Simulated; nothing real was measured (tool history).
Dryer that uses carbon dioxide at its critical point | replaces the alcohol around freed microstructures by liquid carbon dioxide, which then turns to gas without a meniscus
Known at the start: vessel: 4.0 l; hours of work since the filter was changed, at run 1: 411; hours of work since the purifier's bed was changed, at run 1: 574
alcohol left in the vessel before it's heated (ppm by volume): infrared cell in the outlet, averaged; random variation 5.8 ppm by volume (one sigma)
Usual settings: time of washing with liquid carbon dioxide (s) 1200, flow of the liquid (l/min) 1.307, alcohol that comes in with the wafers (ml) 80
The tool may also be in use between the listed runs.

run   hour  time of washing with liquid carbon dioxide (s)  flow of the liquid (l/min)  alcohol that comes in with the wafers (ml)  hours of work since the filter was changed  hours of work since the purifier's bed was changed  alcohol left in the vessel before it's heated (ppm by volume)
  1      0                                            1200                       1.307                                          80                                         411                                                 574                                                            418
  2   27.2                                            1200                       1.307                                          80                                         422                                                 585                                                            411
  3   47.1                                             960                       1.307                                          80                                         430                                                 593                                                            769
  4   70.2                                            1200                       1.307                                          50                                         440                                                 603                                                            334
  5   85.7                                            1200                       1.307                                          50                                         446                                                 609                                                            332
  6  103.2                                            1200                       1.307                                          80                                         453                                                 616                                                            431
  7  120.7                                            1200                       1.307                                          80                                         460                                                 623                                                            447
  8    146                                            1200                       1.307                                          80                                         471                                                 634                                                            436
  9  171.3                                            1200                        1.57                                          80                                         481                                                 644                                                            299
 10  192.4                                            1200                        1.57                                          80                                         490                                                 653                                                            301
 11  214.9                                            1200                        1.99                                          80                                         499                                                 662                                                            222
 12  237.1                                            1200                       1.307                                          80                                         508                                                 671                                                            451
 13  259.6                                            1200                       1.307                                          80                                         517                                                 680                                                            463
 14  293.7                                            1200                        1.21                                          80                                         531                                                 694                                                            564
 15    315                                            1020                        1.48                                          80                                         540                                                 703                                                            524
 16  348.4                                             900                        1.34                                          88                                         553                                                 716                                                            997
 17  373.1                                            1440                       1.307                                          80                                         563                                                 726                                                            338
 18  395.1                                            1080                        0.86                                          78                                         572                                                 735                                                           1680
 19  411.3                                            1080                        0.86                                          78                                         579                                                 742                                                           1652
 20  437.3                                             840                        0.86                                         113                                         590                                                 753                                                           4006
     461.6  -- inlet filter changed
 21  468.9                                             840                        0.86                                          55                                           3                                                 765                                                           1734
 22  500.5                                             840                        0.86                                          55                                          16                                                 778                                                           1778
 23    535                                            1860                       1.307                                          73                                          30                                                 792                                                            240
 24  562.7                                            1200                        1.96                                          23                                          41                                                 804                                                            238
 25    587                                            1380                        1.17                                          93                                          51                                                 814                                                            427
 26    623                                            1380                        1.17                                          93                                          66                                                 828                                                            444
 27  658.6                                            1380                        1.17                                          93                                          81                                                 843                                                            425

4 ways to go on from here, each from the tool as it stands after run 27. What would each give?
  A  679.6                                            1380                        1.17                                          74                                          89                                                 851                                                              ?
  B  679.6                                            1740                        1.59                                         108                                          89                                                 851                                                              ?
  C  679.6                                            1380                        1.17                                          23                                          89                                                 851                                                              ?
  D  679.6                                             780                           2                                          80                                          89                                                 851                                                              ?

run  alcohol left in the vessel before it's heated (ppm by volume)
  A                                                            390
  B                                                            249
  C                                                            298
  D                                                            473
Without the tool's hidden state the same runs would have given:
run  alcohol left in the vessel before it's heated (ppm by volume)
  A                                                            148
  B                                                             14
  C                                                             58
  D                                                            228

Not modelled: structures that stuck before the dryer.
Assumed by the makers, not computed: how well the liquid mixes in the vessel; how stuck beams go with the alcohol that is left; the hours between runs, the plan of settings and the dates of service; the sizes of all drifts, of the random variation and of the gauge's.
